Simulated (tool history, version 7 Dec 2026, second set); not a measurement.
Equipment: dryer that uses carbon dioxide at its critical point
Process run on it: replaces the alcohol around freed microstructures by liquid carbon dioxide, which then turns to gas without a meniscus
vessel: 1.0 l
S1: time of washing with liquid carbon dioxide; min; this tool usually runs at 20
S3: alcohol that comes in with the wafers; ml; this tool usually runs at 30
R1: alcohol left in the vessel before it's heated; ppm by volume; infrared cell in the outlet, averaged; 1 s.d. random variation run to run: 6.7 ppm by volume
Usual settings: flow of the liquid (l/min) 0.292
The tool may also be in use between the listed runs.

{"run": 1, "hour": 0.0, "S1": 20, "flow of the liquid (l/min)": 0.292, "S3": 30, "R1": 374}
{"run": 2, "hour": 44.0, "S1": 20, "flow of the liquid (l/min)": 0.292, "S3": 30, "R1": 391}
{"run": 3, "hour": 102.8, "S1": 20, "flow of the liquid (l/min)": 0.292, "S3": 65, "R1": 862}
{"run": 4, "hour": 146.5, "S1": 20, "flow of the liquid (l/min)": 0.378, "S3": 30, "R1": 113}
{"run": 5, "hour": 209.5, "S1": 20, "flow of the liquid (l/min)": 0.378, "S3": 30, "R1": 135}
{"run": 6, "hour": 255.7, "S1": 20, "flow of the liquid (l/min)": 0.292, "S3": 30, "R1": 449}
{"run": 7, "hour": 308.9, "S1": 20, "flow of the liquid (l/min)": 0.292, "S3": 30, "R1": 439}
{"run": 8, "hour": 340.1, "S1": 20, "flow of the liquid (l/min)": 0.292, "S3": 30, "R1": 433}
{"run": 9, "hour": 367.7, "S1": 20, "flow of the liquid (l/min)": 0.292, "S3": 98, "R1": 1495}
{"run": 10, "hour": 430.0, "S1": 20, "flow of the liquid (l/min)": 0.292, "S3": 98, "R1": 1544}
{"run": 11, "hour": 494.8, "S1": 13, "flow of the liquid (l/min)": 0.292, "S3": 30, "R1": 2039}
{"run": 12, "hour": 550.3, "S1": 20, "flow of the liquid (l/min)": 0.292, "S3": 30, "R1": 527}
{"run": 13, "hour": 586.3, "S1": 20, "flow of the liquid (l/min)": 0.292, "S3": 30, "R1": 527}
{"run": 14, "hour": 642.8, "S1": 20, "flow of the liquid (l/min)": 0.292, "S3": 30, "R1": 536}
{"hour": 680.4, "done": "inlet filter changed"}
{"run": 15, "hour": 683.2, "S1": 20, "flow of the liquid (l/min)": 0.292, "S3": 30, "R1": 340}
{"run": 16, "hour": 714.2, "S1": 20, "flow of the liquid (l/min)": 0.292, "S3": 30, "R1": 342}
{"run": 17, "hour": 770.9, "S1": 20, "flow of the liquid (l/min)": 0.292, "S3": 30, "R1": 355}
{"run": 18, "hour": 803.9, "S1": 20, "flow of the liquid (l/min)": 0.292, "S3": 30, "R1": 360}
{"run": 19, "hour": 835.3, "S1": 20, "flow of the liquid (l/min)": 0.249, "S3": 30, "R1": 684}
{"run": 20, "hour": 870.2, "S1": 20, "flow of the liquid (l/min)": 0.249, "S3": 30, "R1": 708}
{"run": 21, "hour": 917.9, "S1": 17, "flow of the liquid (l/min)": 0.335, "S3": 41, "R1": 554}
{"run": 22, "hour": 983.7, "S1": 17, "flow of the liquid (l/min)": 0.382, "S3": 34, "R1": 274}
{"run": 23, "hour": 1013.8, "S1": 23, "flow of the liquid (l/min)": 0.382, "S3": 34, "R1": 77}
{"run": 24, "hour": 1043.1, "S1": 27, "flow of the liquid (l/min)": 0.23, "S3": 24, "R1": 287}
{"run": 25, "hour": 1075.5, "S1": 14, "flow of the liquid (l/min)": 0.292, "S3": 30, "R1": 1428}
{"run": 26, "hour": 1129.9, "S1": 14, "flow of the liquid (l/min)": 0.292, "S3": 30, "R1": 1447}
{"run": 27, "hour": 1183.6, "S1": 20, "flow of the liquid (l/min)": 0.243, "S3": 106, "R1": 2914}
{"run": 28, "hour": 1233.0, "S1": 20, "flow of the liquid (l/min)": 0.243, "S3": 106, "R1": 3009}
{"run": 29, "hour": 1264.0, "S1": 13, "flow of the liquid (l/min)": 0.371, "S3": 109, "R1": 2900}
{"run": 30, "hour": 1306.3, "S1": 12, "flow of the liquid (l/min)": 0.371, "S3": 40, "R1": 1474}
{"run": 31, "hour": 1370.8, "S1": 12, "flow of the liquid (l/min)": 0.371, "S3": 89, "R1": 3307}
{"run": 32, "hour": 1424.4, "S1": 17, "flow of the liquid (l/min)": 0.446, "S3": 49, "R1": 234}
{"run": 33, "hour": 1459.7, "S1": 17, "flow of the liquid (l/min)": 0.257, "S3": 30, "R1": 1354}
{"run": 34, "hour": 1516.5, "S1": 17, "flow of the liquid (l/min)": 0.257, "S3": 30, "R1": 1377}
{"run": 35, "hour": 1558.5, "S1": 20, "flow of the liquid (l/min)": 0.3, "S3": 30, "R1": 490}
{"run": 36, "hour": 1592.8, "S1": 22, "flow of the liquid (l/min)": 0.3, "S3": 22, "R1": 268}
{"run": 37, "hour": 1640.0, "S1": 22, "flow of the liquid (l/min)": 0.3, "S3": 22, "R1": 268}

Here are 4 independent what-if runs from the current tool condition. What would each one return?
{"run": "A", "hour": 1692.3, "S1": 22, "flow of the liquid (l/min)": 0.199, "S3": 53, "R1": "?"}
{"run": "B", "hour": 1692.3, "S1": 21, "flow of the liquid (l/min)": 0.386, "S3": 41, "R1": "?"}
{"run": "C", "hour": 1692.3, "S1": 12, "flow of the liquid (l/min)": 0.3, "S3": 32, "R1": "?"}
{"run": "D", "hour": 1692.3, "S1": 22, "flow of the liquid (l/min)": 0.315, "S3": 37, "R1": "?"}

run=A R1=2587
run=B R1=199
run=C R1=2440
run=D R1=340
What these runs would have given with no unlogged condition in the tool:
run=A R1=1768
run=B R1=72
run=C R1=1761
run=D R1=153
